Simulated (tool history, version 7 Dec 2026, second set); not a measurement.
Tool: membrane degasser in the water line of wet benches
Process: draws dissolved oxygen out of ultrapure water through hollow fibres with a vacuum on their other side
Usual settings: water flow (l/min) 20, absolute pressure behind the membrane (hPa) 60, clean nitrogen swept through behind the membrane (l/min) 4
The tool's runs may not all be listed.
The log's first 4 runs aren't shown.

run    hour  water flow (l/min)  absolute pressure behind the membrane (hPa)  clean nitrogen swept through behind the membrane (l/min)  dissolved oxygen in the water behind the degasser (ppb)  pressure that the water loses in the fibres (hPa)
  5   526.9                  20                                         77.6                                                         4                                                     87.4                                              660.5
  6   721.4                  20                                         77.6                                                         4                                                     89.7                                              664.4
  7   893.2                  20                                           60                                                      5.74                                                     56.3                                              669.1
  8  1037.4                  20                                           60                                                      5.74                                                     56.2                                              668.4
  9    1185                  20                                           60                                                      5.74                                                     56.7                                              661.2
 10  1344.7                  20                                           60                                                       4.5                                                       64                                              664.9
 11  1502.3                  20                                         36.5                                                         4                                                     39.5                                              662.5
 12  1593.8                  25                                           60                                                         4                                                      108                                              835.8
 13    1714                  25                                         58.8                                                         4                                                    108.3                                              833.5
 14  1864.7                  20                                           60                                                         4                                                     69.9                                              666.6
 15  1957.7                  20                                           60                                                         4                                                     70.7                                              668.1
     2051.8  -- vacuum gauge calibrated
 16  2088.8                  20                                           60                                                         4                                                     63.4                                              667.8
 17  2197.3                  20                                           60                                                         4                                                     63.4                                                669
 18    2308                  20                                           60                                                         4                                                     63.8                                              668.5
 19  2430.4                  13                                         95.8                                                      3.88                                                     59.3                                                435
 20  2522.5                  13                                         41.5                                                      3.19                                                     15.2                                              437.1
 21  2648.2                  13                                         41.5                                                      3.19                                                     15.1                                                438
 22  2850.6                  13                                         41.5                                                      3.19                                                     15.9                                              436.6
 23  2966.7                  13                                         41.5                                                      3.19                                                     15.2                                              434.2
 24    3108                  20                                         36.7                                                      9.03                                                     33.1                                              670.8
 25  3281.1                  20                                         75.5                                                      5.19                                                       74                                              674.8
 26  3394.9                  20                                         75.5                                                      5.19                                                     73.6                                              674.4

Forecast run 27:
 27  3490.8                  20                                         75.5                                                      5.19                                                        ?                                                  ?

Run 27 gave dissolved oxygen in the water behind the degasser (ppb) 72.7, pressure that the water loses in the fibres (hPa) 678.8.
Without the tool's hidden state the same run would have given dissolved oxygen in the water behind the degasser (ppb) 65.4, pressure that the water loses in the fibres (hPa) 654.
